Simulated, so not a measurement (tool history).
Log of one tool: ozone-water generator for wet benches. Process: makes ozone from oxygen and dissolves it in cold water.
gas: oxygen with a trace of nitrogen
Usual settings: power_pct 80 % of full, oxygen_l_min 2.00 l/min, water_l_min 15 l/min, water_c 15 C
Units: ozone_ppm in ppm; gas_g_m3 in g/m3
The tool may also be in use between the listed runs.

{"run": 1, "day": 0.0, "power_pct": 80, "oxygen_l_min": 2.0, "water_l_min": 15, "water_c": 15, "ozone_ppm": 20.0, "gas_g_m3": 241.3}
{"run": 2, "day": 5.4, "power_pct": 80, "oxygen_l_min": 2.0, "water_l_min": 15, "water_c": 15, "ozone_ppm": 19.6, "gas_g_m3": 241.9}
{"run": 3, "day": 10.121, "power_pct": 80, "oxygen_l_min": 2.0, "water_l_min": 15, "water_c": 15, "ozone_ppm": 19.4, "gas_g_m3": 240.1}
{"run": 4, "day": 13.6, "power_pct": 80, "oxygen_l_min": 2.0, "water_l_min": 15, "water_c": 15, "ozone_ppm": 19.2, "gas_g_m3": 243.3}
{"run": 5, "day": 17.592, "power_pct": 80, "oxygen_l_min": 2.0, "water_l_min": 15, "water_c": 15, "ozone_ppm": 19.5, "gas_g_m3": 238.4}
{"run": 6, "day": 23.779, "power_pct": 80, "oxygen_l_min": 2.0, "water_l_min": 15, "water_c": 15, "ozone_ppm": 19.0, "gas_g_m3": 239.5}
{"run": 7, "day": 29.221, "power_pct": 80, "oxygen_l_min": 2.12, "water_l_min": 15, "water_c": 15, "ozone_ppm": 19.3, "gas_g_m3": 231.2}
{"run": 8, "day": 34.529, "power_pct": 80, "oxygen_l_min": 2.12, "water_l_min": 15, "water_c": 15, "ozone_ppm": 19.3, "gas_g_m3": 230.9}
{"run": 9, "day": 39.821, "power_pct": 80, "oxygen_l_min": 2.12, "water_l_min": 15, "water_c": 15, "ozone_ppm": 18.6, "gas_g_m3": 228.9}
{"run": 10, "day": 46.142, "power_pct": 80, "oxygen_l_min": 2.0, "water_l_min": 15, "water_c": 15, "ozone_ppm": 18.9, "gas_g_m3": 235.2}
{"run": 11, "day": 50.492, "power_pct": 80, "oxygen_l_min": 2.0, "water_l_min": 15, "water_c": 15, "ozone_ppm": 18.9, "gas_g_m3": 234.5}
{"run": 12, "day": 55.267, "power_pct": 76, "oxygen_l_min": 2.0, "water_l_min": 15, "water_c": 15, "ozone_ppm": 18.4, "gas_g_m3": 227.5}
{"run": 13, "day": 60.162, "power_pct": 76, "oxygen_l_min": 2.0, "water_l_min": 15, "water_c": 15, "ozone_ppm": 18.2, "gas_g_m3": 227.4}
{"run": 14, "day": 65.058, "power_pct": 76, "oxygen_l_min": 2.0, "water_l_min": 15, "water_c": 15, "ozone_ppm": 18.1, "gas_g_m3": 225.5}
{"run": 15, "day": 70.375, "power_pct": 67, "oxygen_l_min": 2.0, "water_l_min": 15, "water_c": 15, "ozone_ppm": 16.8, "gas_g_m3": 208.4}
{"run": 16, "day": 77.104, "power_pct": 82, "oxygen_l_min": 2.0, "water_l_min": 21, "water_c": 15, "ozone_ppm": 13.9, "gas_g_m3": 234.6}
{"run": 17, "day": 83.396, "power_pct": 82, "oxygen_l_min": 2.0, "water_l_min": 21, "water_c": 15, "ozone_ppm": 13.6, "gas_g_m3": 233.0}
{"run": 18, "day": 88.946, "power_pct": 82, "oxygen_l_min": 1.2, "water_l_min": 21, "water_c": 13, "ozone_ppm": 12.6, "gas_g_m3": 327.0}
{"day": 91.346, "done": "contactor cleaned"}
{"run": 19, "day": 94.075, "power_pct": 82, "oxygen_l_min": 1.03, "water_l_min": 10, "water_c": 13, "ozone_ppm": 26.5, "gas_g_m3": 365.5}
{"run": 20, "day": 97.904, "power_pct": 80, "oxygen_l_min": 1.62, "water_l_min": 23, "water_c": 18, "ozone_ppm": 12.5, "gas_g_m3": 264.5}
{"run": 21, "day": 104.5, "power_pct": 80, "oxygen_l_min": 1.62, "water_l_min": 23, "water_c": 18, "ozone_ppm": 12.2, "gas_g_m3": 262.4}
{"run": 22, "day": 110.362, "power_pct": 79, "oxygen_l_min": 1.37, "water_l_min": 10, "water_c": 18, "ozone_ppm": 25.0, "gas_g_m3": 289.6}
{"run": 23, "day": 115.792, "power_pct": 79, "oxygen_l_min": 1.37, "water_l_min": 10, "water_c": 8, "ozone_ppm": 27.2, "gas_g_m3": 290.5}
{"run": 24, "day": 121.625, "power_pct": 45, "oxygen_l_min": 1.32, "water_l_min": 19, "water_c": 15, "ozone_ppm": 10.2, "gas_g_m3": 212.3}
{"run": 25, "day": 124.9, "power_pct": 87, "oxygen_l_min": 1.32, "water_l_min": 19, "water_c": 15, "ozone_ppm": 14.8, "gas_g_m3": 312.0}
{"run": 26, "day": 127.933, "power_pct": 80, "oxygen_l_min": 2.0, "water_l_min": 15, "water_c": 23, "ozone_ppm": 17.2, "gas_g_m3": 223.9}
{"run": 27, "day": 131.729, "power_pct": 80, "oxygen_l_min": 2.92, "water_l_min": 15, "water_c": 15, "ozone_ppm": 18.5, "gas_g_m3": 172.4}
{"run": 28, "day": 137.875, "power_pct": 41, "oxygen_l_min": 2.83, "water_l_min": 21, "water_c": 13, "ozone_ppm": 9.7, "gas_g_m3": 118.5}
{"run": 29, "day": 144.3, "power_pct": 80, "oxygen_l_min": 2.08, "water_l_min": 15, "water_c": 15, "ozone_ppm": 18.4, "gas_g_m3": 214.3}

5 ways to go on from here, each from the tool as it stands after run 29. What would each give?
{"day": 144.646, "done": "water thermometer calibrated"}
{"run": "A", "day": 149.05, "power_pct": 65, "oxygen_l_min": 2.08, "water_l_min": 15, "water_c": 12, "ozone_ppm": "?", "gas_g_m3": "?"}
{"day": 144.646, "done": "water thermometer calibrated"}
{"run": "B", "day": 149.05, "power_pct": 80, "oxygen_l_min": 3.42, "water_l_min": 12, "water_c": 15, "ozone_ppm": "?", "gas_g_m3": "?"}
{"day": 144.646, "done": "water thermometer calibrated"}
{"run": "C", "day": 149.05, "power_pct": 80, "oxygen_l_min": 2.08, "water_l_min": 16, "water_c": 22, "ozone_ppm": "?", "gas_g_m3": "?"}
{"day": 144.646, "done": "water thermometer calibrated"}
{"run": "D", "day": 149.05, "power_pct": 51, "oxygen_l_min": 1.14, "water_l_min": 15, "water_c": 15, "ozone_ppm": "?", "gas_g_m3": "?"}
{"day": 144.646, "done": "water thermometer calibrated"}
{"run": "E", "day": 149.05, "power_pct": 42, "oxygen_l_min": 3.16, "water_l_min": 15, "water_c": 15, "ozone_ppm": "?", "gas_g_m3": "?"}

run=A ozone_ppm=16.8 gas_g_m3=190.6
run=B ozone_ppm=21.4 gas_g_m3=153.4
run=C ozone_ppm=16.1 gas_g_m3=215.9
run=D ozone_ppm=13.2 gas_g_m3=248.7
run=E ozone_ppm=12.7 gas_g_m3=112.1
Without the tool's hidden state the same runs would have given:
run=A ozone_ppm=20.8 gas_g_m3=233.0
run=B ozone_ppm=27.2 gas_g_m3=192.7
run=C ozone_ppm=20.6 gas_g_m3=271.3
run=D ozone_ppm=15.8 gas_g_m3=294.0
run=E ozone_ppm=14.8 gas_g_m3=129.0

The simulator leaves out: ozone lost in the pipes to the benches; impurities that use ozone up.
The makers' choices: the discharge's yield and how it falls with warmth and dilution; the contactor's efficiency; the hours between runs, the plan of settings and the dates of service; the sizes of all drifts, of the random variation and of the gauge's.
